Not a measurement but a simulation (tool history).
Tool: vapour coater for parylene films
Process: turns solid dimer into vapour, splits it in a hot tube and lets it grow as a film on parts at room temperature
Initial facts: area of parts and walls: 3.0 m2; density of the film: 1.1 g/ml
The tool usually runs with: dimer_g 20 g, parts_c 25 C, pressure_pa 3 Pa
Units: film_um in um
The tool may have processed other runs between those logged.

{"run": 1, "hour": 0.0, "dimer_g": 20, "parts_c": 25, "pressure_pa": 3, "film_um": 4.96}
{"run": 2, "hour": 10.7, "dimer_g": 20, "parts_c": 25, "pressure_pa": 3, "film_um": 5.02}
{"run": 3, "hour": 23.9, "dimer_g": 20, "parts_c": 25, "pressure_pa": 3, "film_um": 4.97}
{"run": 4, "hour": 34.3, "dimer_g": 20, "parts_c": 25, "pressure_pa": 3, "film_um": 4.99}
{"run": 5, "hour": 45.6, "dimer_g": 36, "parts_c": 25, "pressure_pa": 3, "film_um": 8.94}
{"run": 6, "hour": 64.9, "dimer_g": 36, "parts_c": 25, "pressure_pa": 3, "film_um": 9}
{"run": 7, "hour": 82.5, "dimer_g": 12, "parts_c": 25, "pressure_pa": 3, "film_um": 2.99}
{"run": 8, "hour": 93.0, "dimer_g": 30, "parts_c": 25, "pressure_pa": 3, "film_um": 7.52}
{"run": 9, "hour": 108.7, "dimer_g": 30, "parts_c": 25, "pressure_pa": 9.64, "film_um": 6.35}
{"run": 10, "hour": 125.0, "dimer_g": 30, "parts_c": 25, "pressure_pa": 9.64, "film_um": 6.3}
{"run": 11, "hour": 136.3, "dimer_g": 30, "parts_c": 25, "pressure_pa": 9.64, "film_um": 6.35}
{"run": 12, "hour": 154.6, "dimer_g": 20, "parts_c": 25, "pressure_pa": 3.27, "film_um": 4.89}
{"run": 13, "hour": 168.7, "dimer_g": 20, "parts_c": 25, "pressure_pa": 3.27, "film_um": 4.94}
{"run": 14, "hour": 179.0, "dimer_g": 20, "parts_c": 25, "pressure_pa": 3.27, "film_um": 4.87}
{"run": 15, "hour": 197.1, "dimer_g": 20, "parts_c": 25, "pressure_pa": 3.27, "film_um": 4.89}
{"run": 16, "hour": 207.9, "dimer_g": 33, "parts_c": 19, "pressure_pa": 3.27, "film_um": 8.94}
{"run": 17, "hour": 218.7, "dimer_g": 33, "parts_c": 19, "pressure_pa": 3.27, "film_um": 8.96}
{"run": 18, "hour": 233.1, "dimer_g": 20, "parts_c": 23, "pressure_pa": 9.16, "film_um": 4.4}

Expected results for the next run?
{"run": 19, "hour": 243.4, "dimer_g": 20, "parts_c": 23, "pressure_pa": 9.16, "film_um": "?"}

Run 19 came out at film_um 4.38 um.
Had the tool carried no hidden state, the very same run would have given film_um 4.58 um.
